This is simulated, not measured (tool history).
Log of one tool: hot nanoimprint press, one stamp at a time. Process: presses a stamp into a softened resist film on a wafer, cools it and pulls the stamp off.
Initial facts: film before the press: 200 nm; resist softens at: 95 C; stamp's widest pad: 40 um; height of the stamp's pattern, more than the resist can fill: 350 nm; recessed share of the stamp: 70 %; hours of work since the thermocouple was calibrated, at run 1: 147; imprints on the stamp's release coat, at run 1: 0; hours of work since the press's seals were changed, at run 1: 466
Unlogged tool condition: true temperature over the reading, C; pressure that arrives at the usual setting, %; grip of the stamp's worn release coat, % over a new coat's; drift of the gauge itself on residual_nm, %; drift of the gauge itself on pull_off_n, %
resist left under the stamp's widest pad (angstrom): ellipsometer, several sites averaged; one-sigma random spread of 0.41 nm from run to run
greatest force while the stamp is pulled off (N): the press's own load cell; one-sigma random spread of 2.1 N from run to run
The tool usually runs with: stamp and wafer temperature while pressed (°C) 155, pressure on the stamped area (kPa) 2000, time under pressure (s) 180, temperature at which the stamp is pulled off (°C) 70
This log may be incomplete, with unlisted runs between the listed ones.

| run | hour | stamp and wafer temperature while pressed (°C) | pressure on the stamped area (kPa) | time under pressure (s) | temperature at which the stamp is pulled off (°C) | hours of work since the thermocouple was calibrated | imprints on the stamp's release coat | hours of work since the press's seals were changed | resist left under the stamp's widest pad (angstrom) | greatest force while the stamp is pulled off (N) |
|---|---|---|---|---|---|---|---|---|---|---|
| 1 | 0 | 155 | 2000 | 180 | 70 | 147 | 0 | 466 | 935 | 90 |
| 2 | 62.2 | 155 | 2000 | 180 | 70 | 189 | 300 | 509 | 945 | 102 |
| 3 | 87.5 | 160 | 2000 | 180 | 70 | 207 | 423 | 526 | 755 | 98 |
| 4 | 144.2 | 155 | 2000 | 180 | 55 | 245 | 698 | 564 | 943 | 130 |
| 5 | 202.9 | 155 | 2000 | 180 | 55 | 285 | 982 | 604 | 925 | 135 |
| 6 | 256.3 | 155 | 2130 | 180 | 70 | 321 | 1240 | 640 | 911 | 124 |
| 7 | 305.2 | 164 | 2000 | 180 | 70 | 354 | 1477 | 673 | 625 | 127 |
| 8 | 359.8 | 155 | 2000 | 180 | 70 | 391 | 1741 | 710 | 926 | 132 |
| 9 | 390.9 | 155 | 2000 | 180 | 70 | 412 | 1892 | 731 | 931 | 140 |
|  | 427.1 | stamp cleaned and given a new release coat |
| 10 | 459.5 | 155 | 2000 | 180 | 55 | 455 | 157 | 774 | 928 | 114 |
|  | 490 | plate thermocouple calibrated |
|  | 505.3 | press's hydraulic seals changed and the load cell set to zero |
| 11 | 507.3 | 155 | 2000 | 180 | 55 | 6 | 335 | 1 | 905 | 123 |
| 12 | 539.1 | 164 | 2000 | 180 | 58 | 28 | 489 | 23 | 613 | 118 |
| 13 | 569 | 156 | 2000 | 263 | 70 | 48 | 634 | 43 | 745 | 110 |
| 14 | 608.5 | 159 | 1470 | 351 | 59 | 75 | 825 | 70 | 658 | 129 |

For run 15, what comes out?
| 15 | 644.3 | 159 | 1470 | 351 | 59 | 99 | 998 | 94 | ? | ? |

Run 15 produced resist left under the stamp's widest pad (angstrom) 664, greatest force while the stamp is pulled off (N) 129.
The same run, on a tool lacking any hidden state, would have yielded resist left under the stamp's widest pad (angstrom) 680, greatest force while the stamp is pulled off (N) 103.
